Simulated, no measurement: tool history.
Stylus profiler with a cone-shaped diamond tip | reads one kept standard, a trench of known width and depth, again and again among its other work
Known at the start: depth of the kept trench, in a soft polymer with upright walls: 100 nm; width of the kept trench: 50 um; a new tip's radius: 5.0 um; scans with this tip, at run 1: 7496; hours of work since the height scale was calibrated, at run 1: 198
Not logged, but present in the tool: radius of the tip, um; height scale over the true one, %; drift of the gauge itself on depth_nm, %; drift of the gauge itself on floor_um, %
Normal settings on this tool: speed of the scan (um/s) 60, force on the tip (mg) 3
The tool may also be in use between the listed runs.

run    hour  speed of the scan (um/s)  force on the tip (mg)  scans with this tip  hours of work since the height scale was calibrated  depth of the trench (nm)  width of the trench's floor (um)
  1       0                        60                      3                 7496                                                  198                    100.83                             47.41
  2      92                       190                      3                 7723                                                  252                    100.74                             47.08
  3   172.3                       190                      3                 7921                                                  299                    100.89                             47.01
  4   228.5                       110                      3                 8059                                                  332                    100.85                             47.28
  5     272                        60                      3                 8166                                                  358                    100.87                             47.34
  6   373.6                        60                      3                 8417                                                  418                    100.61                             47.33
  7   454.2                        60                      3                 8616                                                  465                    100.53                             47.34
  8   545.4                       209                      3                 8840                                                  519                     100.5                              46.9
  9   604.3                       106                      3                 8985                                                  554                     100.5                             47.19
 10   694.9                        83                      3                 9209                                                  607                    100.72                             47.23
 11   757.7                        83                   5.29                 9363                                                  644                    100.94                             47.27
 12   803.1                        83                   5.29                 9475                                                  671                    101.11                             47.28
 13   867.9                        83                   5.29                 9635                                                  709                     101.1                             47.29
 14     950                        83                   5.29                 9837                                                  757                    101.11                             47.26
 15  1029.8                        60                      3                10034                                                  804                    100.54                             47.34
 16  1129.9                        60                      3                10280                                                  863                    100.42                              47.2
 17  1205.6                        60                      3                10467                                                  907                    100.48                             47.24
 18    1285                        60                      3                10663                                                  954                    100.56                             47.21
 19  1346.7                        60                      3                10815                                                  990                    100.45                             47.13
 20  1422.8                        60                      3                11002                                                 1035                    100.51                             47.18
 21  1478.4                        60                      3                11139                                                 1068                    100.58                             47.17
 22  1525.8                        36                      3                11256                                                 1096                    100.41                             47.23
 23  1582.4                        21                      3                11396                                                 1129                     100.6                             47.23
 24  1659.1                        21                   7.62                11584                                                 1174                    101.51                             47.31
 25  1732.6                       182                   1.31                11766                                                 1217                     99.98                             46.69
 26  1820.4                        26                   2.48                11982                                                 1269                    100.26                             47.22
 27  1902.9                        94                   4.03                12185                                                 1318                     100.7                             47.09
 28  1970.6                        46                   1.29                12352                                                 1357                     99.96                              47.1
 29  2050.8                        17                   3.21                12550                                                 1405                     100.3                             47.14
     2056.7  -- height scale calibrated on a step standard
 30  2124.2                        19                   2.51                12729                                                   40                     99.93                             47.16
 31  2228.2                        44                   1.54                12985                                                  101                      99.7                             47.11
 32  2294.7                        44                   1.54                13149                                                  140                     99.61                             47.09
 33  2365.9                        24                   3.54                13325                                                  182                    100.07                             47.17
 34  2436.4                        83                   2.72                13498                                                  223                       100                             46.96
 35  2494.5                        18                      3                13642                                                  258                     99.88                             47.15
     2530.7  -- height scale calibrated on a step standard, once more
 36  2577.9                       232                    4.2                13846                                                   28                    101.27                             46.71
 37  2643.4                       198                   3.62                14007                                                   66                    100.96                             46.82
 38  2727.3                       198                   5.87                14214                                                  116                     101.5                             46.89
 39  2817.1                        60                   3.43                14435                                                  168                     100.9                             46.98
 40    2893                        60                   3.43                14622                                                  213                    100.98                             47.03
 41    2989                        33                   2.82                14859                                                  270                    100.72                             47.07
 42    3083                        15                      3                15091                                                  325                    100.68                              47.1

Forecast run 43:
 43  3160.5                       147                   3.27                15281                                                  371                         ?                                 ?

{"run 43": {"depth of the trench (nm)": 100.86, "width of the trench's floor (um)": 46.81}}
Minus the tool's unlogged condition, the same run would have read depth of the trench (nm) 100.97, width of the trench's floor (um) 47.71.

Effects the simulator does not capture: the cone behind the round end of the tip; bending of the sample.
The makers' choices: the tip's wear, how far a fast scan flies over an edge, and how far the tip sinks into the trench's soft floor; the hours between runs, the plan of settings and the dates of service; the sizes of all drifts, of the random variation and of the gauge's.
